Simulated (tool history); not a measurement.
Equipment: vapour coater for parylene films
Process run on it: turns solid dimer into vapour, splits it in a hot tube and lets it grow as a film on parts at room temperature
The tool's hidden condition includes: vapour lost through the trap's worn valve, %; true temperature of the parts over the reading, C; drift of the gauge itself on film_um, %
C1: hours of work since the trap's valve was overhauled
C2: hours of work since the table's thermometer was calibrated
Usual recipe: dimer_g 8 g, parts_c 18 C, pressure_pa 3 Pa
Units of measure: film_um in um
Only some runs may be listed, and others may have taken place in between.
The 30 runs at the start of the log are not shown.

{"run": 31, "hour": 1377.6, "dimer_g": 8, "parts_c": 24, "pressure_pa": 3.98, "C1": 216, "C2": 1376, "film_um": 1.27}
{"run": 32, "hour": 1412.9, "dimer_g": 8, "parts_c": 24, "pressure_pa": 3.98, "C1": 238, "C2": 1398, "film_um": 1.25}
{"run": 33, "hour": 1455.6, "dimer_g": 5, "parts_c": 18, "pressure_pa": 3, "C1": 265, "C2": 1425, "film_um": 1.09}
{"run": 34, "hour": 1501.3, "dimer_g": 5, "parts_c": 25, "pressure_pa": 8.48, "C1": 294, "C2": 1454, "film_um": 0.64}
{"run": 35, "hour": 1561.8, "dimer_g": 5, "parts_c": 18, "pressure_pa": 3, "C1": 332, "C2": 1492, "film_um": 1.08}
{"run": 36, "hour": 1624.3, "dimer_g": 9, "parts_c": 22, "pressure_pa": 5.63, "C1": 371, "C2": 1531, "film_um": 1.41}
{"run": 37, "hour": 1677.8, "dimer_g": 6, "parts_c": 10, "pressure_pa": 5.94, "C1": 405, "C2": 1565, "film_um": 1.67}
{"run": 38, "hour": 1707.7, "dimer_g": 11, "parts_c": 10, "pressure_pa": 9.31, "C1": 424, "C2": 1584, "film_um": 2.86}
{"run": 39, "hour": 1760.2, "dimer_g": 11, "parts_c": 10, "pressure_pa": 9.31, "C1": 457, "C2": 1617, "film_um": 2.82}
{"run": 40, "hour": 1793.4, "dimer_g": 6, "parts_c": 14, "pressure_pa": 3.49, "C1": 478, "C2": 1638, "film_um": 1.49}
{"run": 41, "hour": 1838.5, "dimer_g": 3, "parts_c": 10, "pressure_pa": 6.52, "C1": 506, "C2": 1666, "film_um": 0.8}
{"run": 42, "hour": 1884.9, "dimer_g": 3, "parts_c": 10, "pressure_pa": 6.52, "C1": 536, "C2": 1696, "film_um": 0.83}
{"run": 43, "hour": 1912.2, "dimer_g": 3, "parts_c": 18, "pressure_pa": 2.54, "C1": 553, "C2": 1713, "film_um": 0.68}
{"run": 44, "hour": 1949.0, "dimer_g": 3, "parts_c": 18, "pressure_pa": 2.54, "C1": 576, "C2": 1736, "film_um": 0.65}
{"run": 45, "hour": 2010.0, "dimer_g": 7, "parts_c": 12, "pressure_pa": 5.95, "C1": 615, "C2": 1775, "film_um": 1.72}
{"hour": 2039.1, "done": "trap's valve overhauled"}
{"run": 46, "hour": 2069.3, "dimer_g": 6, "parts_c": 18, "pressure_pa": 2.86, "C1": 19, "C2": 1809, "film_um": 1.35}
{"run": 47, "hour": 2127.8, "dimer_g": 13, "parts_c": 18, "pressure_pa": 9.49, "C1": 56, "C2": 1846, "film_um": 2.4}

Alternative continuations, all from the tool just after run 47; predict every row:
{"run": "A", "hour": 2155.0, "dimer_g": 11, "parts_c": 26, "pressure_pa": 9.49, "C1": 73, "C2": 1863, "film_um": "?"}
{"run": "B", "hour": 2155.0, "dimer_g": 3, "parts_c": 26, "pressure_pa": 5.83, "C1": 73, "C2": 1863, "film_um": "?"}
{"run": "C", "hour": 2155.0, "dimer_g": 8, "parts_c": 18, "pressure_pa": 5.32, "C1": 73, "C2": 1863, "film_um": "?"}
{"run": "D", "hour": 2155.0, "dimer_g": 8, "parts_c": 11, "pressure_pa": 3, "C1": 73, "C2": 1863, "film_um": "?"}

run=A film_um=1.34
run=B film_um=0.37
run=C film_um=1.64
run=D film_um=2.34
With no hidden state in the tool, these same runs would have given:
run=A film_um=1.4
run=B film_um=0.39
run=C film_um=1.7
run=D film_um=2.38
